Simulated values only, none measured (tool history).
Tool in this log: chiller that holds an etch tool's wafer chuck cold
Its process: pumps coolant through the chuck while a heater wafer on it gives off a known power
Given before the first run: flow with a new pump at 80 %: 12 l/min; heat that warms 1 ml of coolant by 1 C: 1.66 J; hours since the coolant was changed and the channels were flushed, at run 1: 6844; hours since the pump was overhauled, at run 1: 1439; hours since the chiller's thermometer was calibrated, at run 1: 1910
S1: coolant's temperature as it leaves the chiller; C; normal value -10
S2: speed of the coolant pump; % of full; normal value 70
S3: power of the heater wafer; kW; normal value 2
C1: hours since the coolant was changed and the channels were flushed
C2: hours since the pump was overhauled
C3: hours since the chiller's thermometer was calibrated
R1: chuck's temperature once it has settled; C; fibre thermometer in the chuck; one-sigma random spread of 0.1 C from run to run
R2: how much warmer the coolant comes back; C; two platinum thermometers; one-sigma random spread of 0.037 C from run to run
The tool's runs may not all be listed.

run,day,S1,S2,S3,C1,C2,C3,R1,R2
1,0,-10,70,2,6844,1439,1910,9.2,7.04
2,2.754,-10,70,2,6910,1505,1976,9.4,7.04
3,4.517,-10,70,2,6953,1547,2018,9.3,7.03
4,6.454,-10,70,2,6999,1594,2065,9.2,7.06
5,10.183,-10,70,2,7089,1683,2154,9.1,7.04
6,13.667,-10,70,2,7172,1767,2238,9.4,7.09
7,17.379,-10,73,2,7261,1856,2327,9,6.73
8,20.042,-10,73,2,7325,1920,2391,8.8,6.75
9,23.046,-10,70,2.275,7397,1992,2463,12.1,8
10,26.483,-10,70,2.275,7480,2075,2545,12.2,8.07
11,30.058,-10,70,2.275,7566,2160,2631,12.2,8.11
# day 31.921: coolant changed, channels flushed
12,32.225,-10,97,2,7,2206,2677,4.4,5.02
13,34.883,-10,97,2,71,2270,2741,4.2,4.95
# day 35.238: chiller's thermometer calibrated
14,38.65,-10,97,2,161,2360,82,4.5,5.05
15,41.771,-10,70,2,235,2435,157,7.9,7.12
# day 42.562: chiller's thermometer calibrated, once more
16,44.438,-10,70,1.913,298,2498,45,6.8,6.76
17,47.454,-10,70,1.913,371,2570,117,6.9,6.75
18,49.946,-13,70,2,431,2630,177,4.5,7.13
19,51.908,-10,85,2.446,478,2677,224,8.8,7
20,54.308,-10,85,2.446,535,2734,282,8.9,7.06
21,57.9,-19,71,2.801,622,2821,368,5.4,9.77
22,61.596,-10,71,1.917,710,2909,457,6.7,6.71
23,64.35,-16,75,2.659,776,2975,523,6.6,8.76
24,67.9,-14,90,2.307,861,3061,608,3.2,6.23
25,71.638,-10,70,1.039,951,3150,698,-0.7,3.65
26,75.279,-12,70,2.984,1039,3238,785,14.6,10.74
27,78.617,-5,88,1.416,1119,3318,865,5.9,3.96
28,82.146,-10,70,2.599,1203,3403,950,13.3,9.31
29,84.588,-10,70,2.599,1262,3461,1009,13.2,9.29
30,86.904,-16,97,1.183,1318,3517,1064,-7.4,2.91
31,89.879,-12,77,1.391,1389,3588,1136,-0.4,4.5

Predict each of these 5 candidate next runs independently; none follows another, all start after run 31:
A,93.375,-16,64,1.502,1473,3672,1220,?,?
B,93.375,-4,69,2.911,1473,3672,1220,?,?
C,93.375,-18,75,1.391,1473,3672,1220,?,?
D,93.375,-6,70,1.043,1473,3672,1220,?,?
E,93.375,-12,77,1.541,1473,3672,1220,?,?

run,R1,R2
A,-1.5,5.9
B,22.3,10.6
C,-6,4.63
D,3.5,3.74
E,1.2,4.94
What these runs would have given with no unlogged condition in the tool:
run,R1,R2
A,-2.2,5.75
B,21.2,10.33
C,-6.6,4.51
D,2.9,3.65
E,0.5,4.81
